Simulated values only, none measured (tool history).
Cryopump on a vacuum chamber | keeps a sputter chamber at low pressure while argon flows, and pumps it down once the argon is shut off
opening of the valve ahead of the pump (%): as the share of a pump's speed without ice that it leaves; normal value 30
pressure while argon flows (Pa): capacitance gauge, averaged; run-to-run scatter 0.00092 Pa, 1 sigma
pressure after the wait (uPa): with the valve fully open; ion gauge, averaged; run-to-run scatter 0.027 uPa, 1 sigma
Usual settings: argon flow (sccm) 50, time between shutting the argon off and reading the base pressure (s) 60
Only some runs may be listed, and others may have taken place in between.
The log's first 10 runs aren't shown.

run     day  argon flow (sccm)  time between shutting the argon off and reading the base pressure (s)  opening of the valve ahead of the pump (%)  pressure while argon flows (Pa)  pressure after the wait (uPa)
 11    4.65                 50                                                                     60                                          28                           0.2085                           3.75
 12   5.238                 50                                                                     60                                          28                           0.2093                           3.67
 13   5.567                 50                                                                     60                                          28                           0.2076                           3.67
 14   6.217                 50                                                                     60                                          28                            0.208                           3.63
 15   6.579                 50                                                                     60                                          30                           0.1953                           3.65
 16   7.183                 50                                                                     60                                          30                           0.1945                           3.54
 17   7.458                 50                                                                    208                                          30                           0.1943                           2.85
 18   7.858                 50                                                                    208                                          30                           0.1943                           2.94
 19   8.392                 50                                                                     30                                          30                           0.1963                           4.66
 20   8.967                 45                                                                     98                                          51                           0.1041                           3.28
 21   9.446                 29                                                                    103                                          30                           0.1132                           3.28
 22   9.925                 90                                                                     76                                          37                           0.2865                           3.39
 23  10.279                 25                                                                    251                                          41                           0.0708                           2.92
 24  10.554                 25                                                                    251                                          41                           0.0717                           2.91
 25  11.138                 50                                                                     60                                          25                           0.2339                           3.78
 26   11.45                 23                                                                    150                                          43                           0.0627                           3.08
 27    11.8                 23                                                                    150                                          43                           0.0627                           3.21
 28  12.438                 72                                                                    157                                          36                           0.2348                           3.19
 29    12.9                 72                                                                    157                                          36                           0.2318                            3.1
 30  13.192                 67                                                                     22                                          23                           0.3384                           5.66
 31  13.771                 50                                                                    100                                          44                           0.1339                            3.3
 32  14.083                 35                                                                     35                                          44                           0.0934                           4.45
 33  14.638                 99                                                                     35                                          50                           0.2343                           4.46
 34  14.929                 37                                                                     47                                          21                           0.2046                            4.2

Consider 4 possible next runs. They are alternatives, not a sequence: every one starts from the tool as it was left by run 34. What does each give?
  A  15.429                 52                                                                     35                                          21                                ?                              ?
  B  15.429                 91                                                                    242                                          46                                ?                              ?
  C  15.429                 25                                                                     48                                          25                                ?                              ?
  D  15.429                 95                                                                     60                                          49                                ?                              ?

run  pressure while argon flows (Pa)  pressure after the wait (uPa)
  A                           0.2875                           4.49
  B                           0.2339                           3.02
  C                            0.117                           4.05
  D                           0.2292                           3.73
The same runs, with their run-to-run variation unchanged, on a tool lacking any hidden condition would have given:
run  pressure while argon flows (Pa)  pressure after the wait (uPa)
  A                            0.285                           1.94
  B                           0.2294                           0.49
  C                           0.1158                           1.48
  D                           0.2245                           1.21
